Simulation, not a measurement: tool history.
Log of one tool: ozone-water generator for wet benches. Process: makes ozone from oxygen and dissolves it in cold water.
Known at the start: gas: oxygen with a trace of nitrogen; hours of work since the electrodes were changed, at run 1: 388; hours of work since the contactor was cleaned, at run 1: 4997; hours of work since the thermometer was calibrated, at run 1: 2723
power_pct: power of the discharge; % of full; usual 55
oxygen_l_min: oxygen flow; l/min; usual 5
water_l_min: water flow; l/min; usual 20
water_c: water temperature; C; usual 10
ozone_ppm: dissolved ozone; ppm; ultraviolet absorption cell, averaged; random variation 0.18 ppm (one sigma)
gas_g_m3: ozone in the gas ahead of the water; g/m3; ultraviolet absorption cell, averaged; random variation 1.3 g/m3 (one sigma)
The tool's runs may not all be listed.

| run | hour | power_pct | oxygen_l_min | water_l_min | water_c | hours of work since the electrodes were changed | hours of work since the contactor was cleaned | hours of work since the thermometer was calibrated | ozone_ppm | gas_g_m3 |
|---|---|---|---|---|---|---|---|---|---|---|
| 1 | 0 | 55 | 5 | 20 | 10 | 388 | 4997 | 2723 | 25.2 | 229.3 |
|  | 6.8 | water thermometer calibrated |
| 2 | 48.8 | 55 | 5 | 20 | 10 | 430 | 5039 | 37 | 25.3 | 229.5 |
| 3 | 114.6 | 55 | 5 | 20 | 10 | 487 | 5096 | 94 | 25.5 | 229.1 |
| 4 | 153.9 | 55 | 5 | 20 | 10 | 521 | 5131 | 128 | 25.3 | 230.2 |
| 5 | 212.4 | 55 | 5 | 20 | 10 | 572 | 5182 | 179 | 25.6 | 234.2 |
| 6 | 291 | 45 | 5 | 20 | 10 | 641 | 5250 | 247 | 22 | 201.4 |
| 7 | 366.7 | 45 | 5 | 20 | 10 | 707 | 5316 | 313 | 22.3 | 202.9 |
| 8 | 414.3 | 45 | 5 | 20 | 10 | 748 | 5357 | 355 | 22.2 | 202.6 |
| 9 | 450.2 | 45 | 5 | 20 | 10 | 779 | 5389 | 386 | 22 | 203.6 |
| 10 | 497.1 | 55 | 5 | 15 | 10 | 820 | 5429 | 427 | 32.7 | 229.4 |
| 11 | 532.1 | 55 | 2.75 | 20 | 10 | 851 | 5460 | 457 | 24.7 | 341.2 |
| 12 | 599.8 | 55 | 2.75 | 20 | 10 | 910 | 5519 | 516 | 24.9 | 342.4 |
| 13 | 640.5 | 55 | 2.75 | 20 | 10 | 945 | 5554 | 552 | 25 | 340 |
| 14 | 672.8 | 41 | 5 | 20 | 10 | 973 | 5582 | 580 | 21 | 190 |
| 15 | 712.1 | 41 | 5 | 20 | 10 | 1007 | 5617 | 614 | 20.8 | 190 |
| 16 | 752.4 | 41 | 5 | 20 | 10 | 1042 | 5652 | 649 | 20.8 | 190.6 |
| 17 | 798.7 | 41 | 5 | 20 | 10 | 1083 | 5692 | 689 | 21.1 | 193.3 |
| 18 | 858.8 | 41 | 5 | 20 | 10 | 1135 | 5744 | 742 | 20.8 | 190.4 |
| 19 | 910.1 | 41 | 5 | 20 | 10 | 1180 | 5789 | 786 | 20.7 | 190.9 |
| 20 | 984.6 | 41 | 5 | 20 | 10 | 1245 | 5854 | 851 | 21.1 | 190.4 |
| 21 | 1018.2 | 98 | 3.9 | 28 | 5 | 1274 | 5883 | 880 | 26.9 | 406.1 |
| 22 | 1062.9 | 55 | 5 | 30 | 10 | 1313 | 5922 | 919 | 16.7 | 234.6 |
| 23 | 1108.6 | 86 | 5 | 20 | 8 | 1353 | 5962 | 959 | 34.9 | 314.8 |
| 24 | 1156.3 | 86 | 7.75 | 28 | 8 | 1394 | 6003 | 1001 | 25 | 239.1 |
| 25 | 1226.3 | 86 | 7.75 | 28 | 8 | 1455 | 6064 | 1062 | 25 | 236.7 |
| 26 | 1297.8 | 59 | 3.74 | 17 | 8 | 1517 | 6126 | 1124 | 31.7 | 298.8 |
| 27 | 1357.7 | 55 | 4.82 | 14 | 10 | 1569 | 6179 | 1176 | 34.4 | 240.3 |
| 28 | 1434.6 | 55 | 4.82 | 14 | 10 | 1636 | 6245 | 1243 | 34.5 | 242.1 |
| 29 | 1507.3 | 79 | 5 | 20 | 12 | 1700 | 6309 | 1306 | 31.7 | 299.1 |
| 30 | 1550 | 79 | 5 | 20 | 12 | 1737 | 6346 | 1343 | 31.2 | 300.4 |
|  | 1579.7 | gauge calibrated |
| 31 | 1605.2 | 79 | 5 | 21 | 12 | 1785 | 6394 | 1391 | 30.3 | 293 |
| 32 | 1662.7 | 79 | 5 | 21 | 12 | 1835 | 6444 | 1441 | 30.2 | 290.2 |

Some steps in gas_g_m3 between neighbouring runs. How much of each would the tool show without its hidden state too (settings, what came in, random variation), and how much is left for the hidden state, with any gauge scatter that isn't in both results?
The hidden state here: yield of the discharge, % of new electrodes'; contactor's efficiency, % of a clean one's; true water temperature over the reading, C; drift of the gauge itself on ozone_ppm, %; drift of the gauge itself on gas_g_m3, %.
Run 13 -> 14: power_pct 55 -> 41, oxygen_l_min 2.75 -> 5. gas_g_m3 -150 g/m3: hidden state -1.6, all else -148.4.
Run 20 -> 21: power_pct 41 -> 98, oxygen_l_min 5 -> 3.9, water_l_min 20 -> 28, water_c 10 -> 5. gas_g_m3 +215.7 g/m3: hidden state +3.9, all else +211.8.
Run 21 -> 22: power_pct 98 -> 55, oxygen_l_min 3.9 -> 5, water_l_min 28 -> 30, water_c 5 -> 10. gas_g_m3 -171.5 g/m3: hidden state -2.9, all else -168.6.
Run 30 -> 31: water_l_min 20 -> 21, gauge calibrated. gas_g_m3 -7.4 g/m3: hidden state -8.2, all else +0.8.
